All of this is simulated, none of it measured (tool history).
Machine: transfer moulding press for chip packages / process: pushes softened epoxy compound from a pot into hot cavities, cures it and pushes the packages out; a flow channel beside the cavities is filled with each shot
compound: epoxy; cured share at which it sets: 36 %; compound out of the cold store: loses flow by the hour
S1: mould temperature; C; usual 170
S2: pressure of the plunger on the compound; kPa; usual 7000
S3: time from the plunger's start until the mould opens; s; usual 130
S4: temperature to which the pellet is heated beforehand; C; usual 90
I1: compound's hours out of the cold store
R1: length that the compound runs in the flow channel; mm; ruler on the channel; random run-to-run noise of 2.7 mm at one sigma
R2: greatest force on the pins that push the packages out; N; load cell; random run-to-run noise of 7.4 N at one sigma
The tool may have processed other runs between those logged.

| run | hour | S1 | S2 | S3 | S4 | I1 | R1 | R2 |
|---|---|---|---|---|---|---|---|---|
| 1 | 0.0 | 170 | 7000 | 130 | 90 | 45.6 | 838 | 363 |
| 2 | 46.6 | 170 | 6870 | 130 | 90 | 26.3 | 913 | 466 |
|  | 68.3 | cavities cleaned with cleaning compound and waxed |
| 3 | 106.0 | 170 | 6870 | 130 | 90 | 44.9 | 823 | 502 |
| 4 | 131.1 | 170 | 7000 | 130 | 90 | 44.4 | 831 | 496 |
|  | 146.6 | cavities cleaned with cleaning compound and waxed |
|  | 153.3 | plunger's sealing rings changed |
| 5 | 179.6 | 170 | 7000 | 130 | 90 | 26.2 | 967 | 389 |
|  | 228.8 | cavities cleaned with cleaning compound and waxed |
| 6 | 229.8 | 170 | 7000 | 130 | 90 | 29.4 | 943 | 315 |
|  | 245.1 | cavities cleaned with cleaning compound and waxed, once more |
|  | 255.4 | mould's thermocouples calibrated |
| 7 | 289.2 | 171 | 6380 | 130 | 84 | 14.3 | 977 | 431 |
|  | 327.9 | cavities cleaned with cleaning compound and waxed |
| 8 | 346.7 | 171 | 6380 | 130 | 84 | 34.4 | 870 | 368 |
| 9 | 374.6 | 171 | 6380 | 130 | 84 | 35.8 | 868 | 409 |
|  | 406.7 | cavities cleaned with cleaning compound and waxed |
| 10 | 409.2 | 178 | 6380 | 130 | 84 | 8.8 | 973 | 262 |
| 11 | 454.1 | 169 | 7730 | 114 | 97 | 39.0 | 931 | 525 |

Alternative continuations, all from the tool just after run 11; predict every row:
|  | 486.7 | cavities cleaned with cleaning compound and waxed |
| A | 486.7 | 175 | 7730 | 167 | 98 | 17.6 | ? | ? |
|  | 486.7 | cavities cleaned with cleaning compound and waxed |
| B | 486.7 | 164 | 7950 | 114 | 94 | 11.4 | ? | ? |
|  | 486.7 | cavities cleaned with cleaning compound and waxed |
| C | 486.7 | 169 | 7730 | 114 | 82 | 30.9 | ? | ? |

| run | R1 | R2 |
|---|---|---|
| A | 1026 | 244 |
| B | 1118 | 606 |
| C | 973 | 411 |
Without the tool's hidden state the same runs would have given:
| run | R1 | R2 |
|---|---|---|
| A | 1060 | 243 |
| B | 1155 | 614 |
| C | 1006 | 416 |

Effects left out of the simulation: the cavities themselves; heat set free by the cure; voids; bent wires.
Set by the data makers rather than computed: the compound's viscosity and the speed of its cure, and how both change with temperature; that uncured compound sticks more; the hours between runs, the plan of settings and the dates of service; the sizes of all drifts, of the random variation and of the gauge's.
